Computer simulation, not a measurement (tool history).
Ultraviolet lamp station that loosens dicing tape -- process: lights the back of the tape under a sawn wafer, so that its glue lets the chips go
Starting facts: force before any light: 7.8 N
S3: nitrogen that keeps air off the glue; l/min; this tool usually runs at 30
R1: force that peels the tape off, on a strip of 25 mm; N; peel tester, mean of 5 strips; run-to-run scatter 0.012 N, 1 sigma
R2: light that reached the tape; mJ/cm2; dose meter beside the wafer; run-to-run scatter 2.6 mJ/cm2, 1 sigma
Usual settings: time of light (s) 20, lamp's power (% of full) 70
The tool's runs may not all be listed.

run 1 hour=0.0 | time_of_light_(s)=20 lamp's_power_(%_of_full)=70 S3=30 | R1=0.580 R2=325
run 2 hour=35.9 | time_of_light_(s)=20 lamp's_power_(%_of_full)=70 S3=30 | R1=0.585 R2=322
run 3 hour=58.2 | time_of_light_(s)=20 lamp's_power_(%_of_full)=70 S3=30 | R1=0.560 R2=325
run 4 hour=77.4 | time_of_light_(s)=20 lamp's_power_(%_of_full)=70 S3=30 | R1=0.546 R2=321
run 5 hour=107.1 | time_of_light_(s)=20 lamp's_power_(%_of_full)=70 S3=30 | R1=0.578 R2=318
run 6 hour=136.5 | time_of_light_(s)=20 lamp's_power_(%_of_full)=70 S3=30 | R1=0.570 R2=328
run 7 hour=171.7 | time_of_light_(s)=20 lamp's_power_(%_of_full)=70 S3=30 | R1=0.551 R2=322
run 8 hour=201.8 | time_of_light_(s)=20 lamp's_power_(%_of_full)=70 S3=30 | R1=0.562 R2=321
run 9 hour=234.6 | time_of_light_(s)=20 lamp's_power_(%_of_full)=70 S3=30 | R1=0.548 R2=318
run 10 hour=272.2 | time_of_light_(s)=20 lamp's_power_(%_of_full)=70 S3=30 | R1=0.546 R2=322
run 11 hour=301.0 | time_of_light_(s)=20 lamp's_power_(%_of_full)=70 S3=30 | R1=0.559 R2=323
run 12 hour=317.2 | time_of_light_(s)=20 lamp's_power_(%_of_full)=70 S3=30 | R1=0.544 R2=320
run 13 hour=337.4 | time_of_light_(s)=18 lamp's_power_(%_of_full)=70 S3=12 | R1=1.067 R2=290
run 14 hour=364.2 | time_of_light_(s)=18 lamp's_power_(%_of_full)=70 S3=12 | R1=1.163 R2=289
run 15 hour=399.3 | time_of_light_(s)=18 lamp's_power_(%_of_full)=61 S3=12 | R1=1.461 R2=252
run 16 hour=437.4 | time_of_light_(s)=27 lamp's_power_(%_of_full)=70 S3=9 | R1=0.559 R2=437
run 17 hour=464.5 | time_of_light_(s)=39 lamp's_power_(%_of_full)=70 S3=18 | R1=0.117 R2=629
run 18 hour=502.8 | time_of_light_(s)=27 lamp's_power_(%_of_full)=70 S3=10 | R1=0.506 R2=436
run 19 hour=524.0 | time_of_light_(s)=26 lamp's_power_(%_of_full)=70 S3=30 | R1=0.271 R2=419
run 20 hour=543.4 | time_of_light_(s)=26 lamp's_power_(%_of_full)=70 S3=30 | R1=0.292 R2=414

Branching from run 20: 4 alternative next runs. What would each branch give?
run A hour=575.1 | time_of_light_(s)=27 lamp's_power_(%_of_full)=88 S3=16 | R1=? R2=?
run B hour=575.1 | time_of_light_(s)=26 lamp's_power_(%_of_full)=70 S3=18 | R1=? R2=?
run C hour=575.1 | time_of_light_(s)=19 lamp's_power_(%_of_full)=70 S3=37 | R1=? R2=?
run D hour=575.1 | time_of_light_(s)=31 lamp's_power_(%_of_full)=61 S3=46 | R1=? R2=?

run=A R1=0.196 R2=546
run=B R1=0.399 R2=417
run=C R1=0.566 R2=301
run=D R1=0.198 R2=436
With the hidden condition removed and each run's random variation left untouched, the same runs would have given:
run=A R1=0.195 R2=547
run=B R1=0.396 R2=418
run=C R1=0.563 R2=302
run=D R1=0.197 R2=437
